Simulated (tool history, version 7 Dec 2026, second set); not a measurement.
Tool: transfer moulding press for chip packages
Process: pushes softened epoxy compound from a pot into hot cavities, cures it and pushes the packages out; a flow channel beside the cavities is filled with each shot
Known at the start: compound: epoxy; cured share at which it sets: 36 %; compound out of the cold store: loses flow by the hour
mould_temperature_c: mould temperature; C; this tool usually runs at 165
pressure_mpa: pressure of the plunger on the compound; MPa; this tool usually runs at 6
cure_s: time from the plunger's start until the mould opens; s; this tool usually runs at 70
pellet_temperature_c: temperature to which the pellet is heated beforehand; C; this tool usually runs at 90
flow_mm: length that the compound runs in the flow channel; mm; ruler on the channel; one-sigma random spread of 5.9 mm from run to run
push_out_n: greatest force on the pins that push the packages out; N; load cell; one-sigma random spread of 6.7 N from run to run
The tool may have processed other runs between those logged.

run	hour	mould_temperature_c	pressure_mpa	cure_s	pellet_temperature_c	incoming compound's hours out of the cold store	flow_mm	push_out_n
1	0	165	6	70	90	35.3	608	344
2	8.1	165	6	70	90	13.7	646	372
# hour 21.8: cavities cleaned with cleaning compound and waxed
3	21.8	165	6	70	90	21.4	628	278
4	29.3	165	6	70	88	16.4	647	303
5	36.7	165	6	84	88	16.9	644	213
6	45	165	6	70	90	29.4	610	303
7	62.6	165	6	79	90	37	597	265
8	80	165	6	79	90	46.6	577	254
9	90.7	161	6	79	90	10.8	671	362
# hour 100.2: cavities cleaned with cleaning compound and waxed
10	107.3	161	6	79	97	17.8	642	282
11	122.7	165	6	70	90	34.2	601	317
12	135.2	165	6	70	90	38.4	581	320
13	143.1	165	6	70	90	39.1	590	317
# hour 152.6: plunger's sealing rings changed
14	161.7	165	6	93	90	21.5	678	228
15	178.3	165	6	70	90	14.3	693	370
# hour 181.4: cavities cleaned with cleaning compound and waxed
16	192.1	165	4.51	73	90	37.9	563	264
17	208.8	165	4.51	73	90	25.4	583	266
18	218.1	165	4.51	73	90	19.2	597	299
19	231.3	171	6.75	73	90	32.5	676	231
20	246.8	165	5.18	70	84	32.2	603	368
# hour 250.5: mould's thermocouples calibrated
21	259	165	5.18	70	84	37.9	580	360
# hour 261.3: cavities cleaned with cleaning compound and waxed
22	269.3	165	5.18	70	84	34.8	588	290
23	277.2	165	5.18	70	84	47	569	300
# hour 288.1: mould's thermocouples calibrated, once more
24	293.7	165	6	100	97	42.2	615	206
25	309.1	168	4.84	86	98	44.1	546	220
26	320.3	172	4.84	69	98	41.4	538	243
27	335.4	169	6	70	98	32.7	623	274
# hour 341.4: cavities cleaned with cleaning compound and waxed
28	350.9	169	6	70	98	18.2	657	219
29	363.9	159	5.46	70	86	15.1	658	562

Below are 4 alternative next runs, each starting from the tool's condition after run 29. Predict each:
A	374.4	159	5.46	70	99	34.7	?	?
B	374.4	165	6.22	70	89	46.4	?	?
C	374.4	160	5.46	70	86	44.2	?	?
D	374.4	168	6	70	90	19.5	?	?

run	flow_mm	push_out_n
A	602	479
B	609	300
C	590	465
D	663	284
With no hidden state in the tool, these same runs would have given:
run	flow_mm	push_out_n
A	629	405
B	637	252
C	616	392
D	693	241

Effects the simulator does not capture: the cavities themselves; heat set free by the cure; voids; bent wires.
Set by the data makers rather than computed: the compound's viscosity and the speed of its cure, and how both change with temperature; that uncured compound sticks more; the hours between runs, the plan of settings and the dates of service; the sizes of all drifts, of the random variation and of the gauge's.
